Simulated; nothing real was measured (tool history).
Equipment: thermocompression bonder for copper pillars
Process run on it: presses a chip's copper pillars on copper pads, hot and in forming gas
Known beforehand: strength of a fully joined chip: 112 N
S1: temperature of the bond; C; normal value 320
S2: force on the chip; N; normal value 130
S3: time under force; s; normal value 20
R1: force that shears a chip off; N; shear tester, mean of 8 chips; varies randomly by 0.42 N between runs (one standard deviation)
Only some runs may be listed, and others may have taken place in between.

Run 1, hour 0: usual settings. Result: R1 54.6 N.
Run 2, hour 9.1: usual settings. Result: R1 54.4 N.
Run 3, hour 17.2: usual settings but S3 22 s. Result: R1 56.2 N.
Run 4, hour 25.4: usual settings but S3 22 s. Result: R1 56.7 N.
Run 5, hour 38.6: usual settings but S3 22 s. Result: R1 57.5 N.
Run 6, hour 48.8: usual settings but S3 22 s. Result: R1 56.1 N.
Run 7, hour 60.3: usual settings but S2 139 N. Result: R1 57.2 N.
Run 8, hour 77.2: usual settings but S1 331 C, S2 128 N. Result: R1 60.2 N.
Run 9, hour 87.2: usual settings but S1 338 C, S2 128 N, S3 47 s. Result: R1 81.1 N.
Run 10, hour 101.3: usual settings but S1 295 C, S2 112 N, S3 54 s. Result: R1 53.6 N.
Run 11, hour 111.4: usual settings but S1 323 C, S2 86 N, S3 15 s. Result: R1 35.4 N.
Run 12, hour 120.7: usual settings but S1 295 C, S2 86 N, S3 17 s. Result: R1 27.1 N.
At hour 128.7: forming gas filter changed.
Run 13, hour 131.6: usual settings but S1 295 C, S2 108 N, S3 25 s. Result: R1 38.6 N.

Below are 3 alternative next runs, each starting from the tool's condition after run 13. Predict each:
Run A, hour 144.1: usual settings but S3 13 s. Result: R1 ?.
Run B, hour 144.1: usual settings but S2 144 N, S3 15 s. Result: R1 ?.
Run C, hour 144.1: usual settings but S1 324 C, S2 168 N, S3 17 s. Result: R1 ?.

run    R1
  A  46.5
  B  53.3
  C  64.1
What these runs would have given with no unlogged condition in the tool:
run    R1
  A  46.4
  B  53.2
  C  63.9
